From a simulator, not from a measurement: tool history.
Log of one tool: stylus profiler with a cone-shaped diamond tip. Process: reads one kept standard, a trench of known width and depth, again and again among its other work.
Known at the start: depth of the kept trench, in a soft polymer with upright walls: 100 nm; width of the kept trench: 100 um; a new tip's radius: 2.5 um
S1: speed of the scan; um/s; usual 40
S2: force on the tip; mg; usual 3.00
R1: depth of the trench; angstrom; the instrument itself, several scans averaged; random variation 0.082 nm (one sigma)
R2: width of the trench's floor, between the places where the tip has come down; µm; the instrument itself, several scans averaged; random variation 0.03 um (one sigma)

Run 1, hour 0.0: usual settings. Result: R1 1020.5 angstrom, R2 98.36 µm.
Run 2, hour 20.5: usual settings. Result: R1 1020.1 angstrom, R2 98.39 µm.
Run 3, hour 39.5: usual settings. Result: R1 1020.4 angstrom, R2 98.37 µm.
Run 4, hour 48.0: usual settings but S1 16 um/s. Result: R1 1020.3 angstrom, R2 98.54 µm.
Run 5, hour 66.5: usual settings but S1 16 um/s. Result: R1 1019.8 angstrom, R2 98.52 µm.
Run 6, hour 84.7: usual settings but S1 16 um/s. Result: R1 1020.1 angstrom, R2 98.49 µm.
Run 7, hour 102.2: usual settings. Result: R1 1018.3 angstrom, R2 98.42 µm.
Run 8, hour 120.9: usual settings but S1 38 um/s. Result: R1 1019.6 angstrom, R2 98.39 µm.
Run 9, hour 138.6: usual settings but S1 38 um/s. Result: R1 1019.2 angstrom, R2 98.35 µm.
Run 10, hour 151.5: usual settings but S1 34 um/s. Result: R1 1021.1 angstrom, R2 98.42 µm.
Run 11, hour 165.5: usual settings. Result: R1 1019.8 angstrom, R2 98.40 µm.
Run 12, hour 183.7: usual settings. Result: R1 1019.4 angstrom, R2 98.39 µm.
Run 13, hour 196.2: usual settings. Result: R1 1020.6 angstrom, R2 98.32 µm.
Run 14, hour 207.1: usual settings but S1 17 um/s, S2 6.08 mg. Result: R1 1033.0 angstrom, R2 98.53 µm.
Run 15, hour 220.1: usual settings but S1 27 um/s, S2 4.82 mg. Result: R1 1026.1 angstrom, R2 98.50 µm.
Run 16, hour 232.4: usual settings but S1 12 um/s, S2 1.62 mg. Result: R1 1014.1 angstrom, R2 98.51 µm.
Run 17, hour 245.5: usual settings but S1 48 um/s, S2 4.32 mg. Result: R1 1025.5 angstrom, R2 98.37 µm.
Run 18, hour 263.1: usual settings but S1 41 um/s, S2 3.79 mg. Result: R1 1022.8 angstrom, R2 98.39 µm.
Run 19, hour 272.0: usual settings but S1 10 um/s, S2 1.23 mg. Result: R1 1012.3 angstrom, R2 98.52 µm.
Run 20, hour 282.0: usual settings but S1 20 um/s, S2 1.76 mg. Result: R1 1013.9 angstrom, R2 98.46 µm.
Run 21, hour 292.5: usual settings but S1 123 um/s, S2 3.44 mg. Result: R1 1021.5 angstrom, R2 97.96 µm.
Run 22, hour 310.8: usual settings but S1 16 um/s, S2 8.82 mg. Result: R1 1041.0 angstrom, R2 98.56 µm.
Run 23, hour 319.5: usual settings but S2 7.33 mg. Result: R1 1036.0 angstrom, R2 98.52 µm.

Run 24 comes next. What will it give?
Run 24, hour 329.2: usual settings but S1 66 um/s, S2 2.46 mg. Result: R1 ?, R2 ?.

Run 24 gave R1 1017.2 angstrom, R2 98.25 µm.
Without the tool's hidden state the same run would have given R1 1017.3 angstrom, R2 98.26 µm.
